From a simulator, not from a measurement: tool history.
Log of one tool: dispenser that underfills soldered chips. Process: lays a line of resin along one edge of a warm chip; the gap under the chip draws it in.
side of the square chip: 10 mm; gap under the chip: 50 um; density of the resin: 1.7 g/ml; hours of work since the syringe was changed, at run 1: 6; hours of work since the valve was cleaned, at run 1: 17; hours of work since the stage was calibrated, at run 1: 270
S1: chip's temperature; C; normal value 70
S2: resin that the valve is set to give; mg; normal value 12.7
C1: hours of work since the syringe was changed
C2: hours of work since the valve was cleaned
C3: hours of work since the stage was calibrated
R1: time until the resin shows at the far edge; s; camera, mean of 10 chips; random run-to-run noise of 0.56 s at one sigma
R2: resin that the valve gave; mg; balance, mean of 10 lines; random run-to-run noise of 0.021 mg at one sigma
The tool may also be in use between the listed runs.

{"run": 1, "hour": 0.0, "S1": 70, "S2": 12.7, "C1": 6, "C2": 17, "C3": 270, "R1": 71.9, "R2": 12.62}
{"hour": 5.2, "done": "new syringe of resin"}
{"run": 2, "hour": 11.3, "S1": 70, "S2": 12.7, "C1": 4, "C2": 25, "C3": 277, "R1": 67.3, "R2": 12.63}
{"hour": 19.1, "done": "new syringe of resin"}
{"run": 3, "hour": 23.1, "S1": 70, "S2": 12.7, "C1": 3, "C2": 33, "C3": 286, "R1": 62, "R2": 12.56}
{"hour": 33.1, "done": "new syringe of resin"}
{"run": 4, "hour": 33.7, "S1": 70, "S2": 12.7, "C1": 0, "C2": 41, "C3": 293, "R1": 53.2, "R2": 12.53}
{"run": 5, "hour": 45.1, "S1": 70, "S2": 12.7, "C1": 9, "C2": 49, "C3": 301, "R1": 91.4, "R2": 12.46}
{"hour": 47.0, "done": "new syringe of resin"}
{"run": 6, "hour": 54.5, "S1": 70, "S2": 12.7, "C1": 5, "C2": 55, "C3": 308, "R1": 74.5, "R2": 12.45}
{"hour": 60.2, "done": "new syringe of resin"}
{"run": 7, "hour": 65.5, "S1": 75, "S2": 12.7, "C1": 4, "C2": 63, "C3": 315, "R1": 50.1, "R2": 12.39}
{"hour": 72.1, "done": "dispensing valve cleaned and set on the balance"}
{"hour": 74.5, "done": "new syringe of resin"}
{"run": 8, "hour": 77.7, "S1": 75, "S2": 12.7, "C1": 2, "C2": 4, "C3": 323, "R1": 46.8, "R2": 12.62}
{"run": 9, "hour": 83.8, "S1": 70, "S2": 12.7, "C1": 7, "C2": 8, "C3": 327, "R1": 79.3, "R2": 12.61}
{"hour": 88.2, "done": "new syringe of resin"}
{"run": 10, "hour": 92.7, "S1": 70, "S2": 12.7, "C1": 3, "C2": 14, "C3": 333, "R1": 62.6, "R2": 12.57}
{"run": 11, "hour": 98.3, "S1": 70, "S2": 12.7, "C1": 7, "C2": 18, "C3": 337, "R1": 81.4, "R2": 12.52}
{"hour": 101.5, "done": "new syringe of resin"}
{"run": 12, "hour": 108.1, "S1": 59, "S2": 12.7, "C1": 5, "C2": 25, "C3": 344, "R1": 128, "R2": 12.52}
{"hour": 115.2, "done": "new syringe of resin"}
{"run": 13, "hour": 119.4, "S1": 59, "S2": 15.8, "C1": 3, "C2": 33, "C3": 352, "R1": 113.3, "R2": 15.46}
{"run": 14, "hour": 125.6, "S1": 70, "S2": 14.6, "C1": 7, "C2": 37, "C3": 356, "R1": 85.5, "R2": 14.34}
{"hour": 128.8, "done": "new syringe of resin"}
{"run": 15, "hour": 134.1, "S1": 70, "S2": 11.8, "C1": 4, "C2": 43, "C3": 362, "R1": 67.9, "R2": 11.53}
{"hour": 142.3, "done": "new syringe of resin"}
{"run": 16, "hour": 145.6, "S1": 70, "S2": 10.8, "C1": 2, "C2": 51, "C3": 370, "R1": 62.8, "R2": 10.55}
{"hour": 155.8, "done": "new syringe of resin"}
{"run": 17, "hour": 156.4, "S1": 70, "S2": 10.8, "C1": 0, "C2": 59, "C3": 378, "R1": 55.2, "R2": 10.54}
{"run": 18, "hour": 164.4, "S1": 63, "S2": 12.8, "C1": 6, "C2": 64, "C3": 383, "R1": 114.3, "R2": 12.43}
{"hour": 168.4, "done": "dispensing valve cleaned and set on the balance"}
{"hour": 170.2, "done": "new syringe of resin"}
{"run": 19, "hour": 175.3, "S1": 84, "S2": 12.5, "C1": 4, "C2": 5, "C3": 390, "R1": 33.5, "R2": 12.46}
{"run": 20, "hour": 180.4, "S1": 84, "S2": 12.5, "C1": 7, "C2": 8, "C3": 394, "R1": 43.5, "R2": 12.44}
{"hour": 183.6, "done": "new syringe of resin"}
{"run": 21, "hour": 186.6, "S1": 84, "S2": 12.5, "C1": 2, "C2": 13, "C3": 398, "R1": 29, "R2": 12.42}
{"hour": 197.5, "done": "new syringe of resin"}
{"run": 22, "hour": 198.9, "S1": 84, "S2": 12.5, "C1": 1, "C2": 21, "C3": 407, "R1": 27.1, "R2": 12.38}
{"run": 23, "hour": 208.5, "S1": 82, "S2": 14.8, "C1": 8, "C2": 28, "C3": 414, "R1": 48.4, "R2": 14.64}
{"hour": 210.7, "done": "new syringe of resin"}
{"run": 24, "hour": 217.0, "S1": 61, "S2": 12.1, "C1": 5, "C2": 34, "C3": 419, "R1": 116.6, "R2": 11.93}
{"hour": 224.0, "done": "new syringe of resin"}
{"run": 25, "hour": 226.2, "S1": 59, "S2": 13, "C1": 2, "C2": 40, "C3": 426, "R1": 104.6, "R2": 12.79}
{"run": 26, "hour": 234.0, "S1": 59, "S2": 13, "C1": 7, "C2": 46, "C3": 431, "R1": 151.9, "R2": 12.81}
{"hour": 237.3, "done": "new syringe of resin"}
{"run": 27, "hour": 239.3, "S1": 59, "S2": 11.1, "C1": 1, "C2": 49, "C3": 435, "R1": 110.1, "R2": 10.89}
{"run": 28, "hour": 247.7, "S1": 56, "S2": 12.5, "C1": 7, "C2": 55, "C3": 441, "R1": 190.7, "R2": 12.25}
{"hour": 251.3, "done": "new syringe of resin"}
{"run": 29, "hour": 252.8, "S1": 56, "S2": 12.5, "C1": 1, "C2": 59, "C3": 444, "R1": 122.6, "R2": 12.2}
{"run": 30, "hour": 259.7, "S1": 75, "S2": 15.8, "C1": 6, "C2": 64, "C3": 449, "R1": 58.3, "R2": 15.38}
{"hour": 265.0, "done": "dispensing valve cleaned and set on the balance"}
{"hour": 266.1, "done": "new syringe of resin"}
{"run": 31, "hour": 272.0, "S1": 57, "S2": 14.8, "C1": 4, "C2": 5, "C3": 457, "R1": 135.4, "R2": 14.76}

Forecast each of these 5 alternatives for the next run:
{"hour": 279.7, "done": "new syringe of resin"}
{"run": "A", "hour": 281.6, "S1": 70, "S2": 14.4, "C1": 1, "C2": 11, "C3": 464, "R1": "?", "R2": "?"}
{"hour": 279.7, "done": "new syringe of resin"}
{"run": "B", "hour": 281.6, "S1": 57, "S2": 10.8, "C1": 1, "C2": 11, "C3": 464, "R1": "?", "R2": "?"}
{"hour": 279.7, "done": "new syringe of resin"}
{"run": "C", "hour": 281.6, "S1": 75, "S2": 13.9, "C1": 1, "C2": 11, "C3": 464, "R1": "?", "R2": "?"}
{"hour": 279.7, "done": "new syringe of resin"}
{"run": "D", "hour": 281.6, "S1": 70, "S2": 11.3, "C1": 1, "C2": 11, "C3": 464, "R1": "?", "R2": "?"}
{"hour": 279.7, "done": "new syringe of resin"}
{"run": "E", "hour": 281.6, "S1": 70, "S2": 14.8, "C1": 1, "C2": 11, "C3": 464, "R1": "?", "R2": "?"}

run=A R1=55.8 R2=14.35
run=B R1=121.6 R2=10.77
run=C R1=43.6 R2=13.84
run=D R1=58.8 R2=11.29
run=E R1=57.1 R2=14.77
Without the tool's unlogged condition, the same runs would have read:
run=A R1=45.9 R2=14.39
run=B R1=99.3 R2=10.8
run=C R1=36 R2=13.88
run=D R1=48.3 R2=11.32
run=E R1=47 R2=14.81
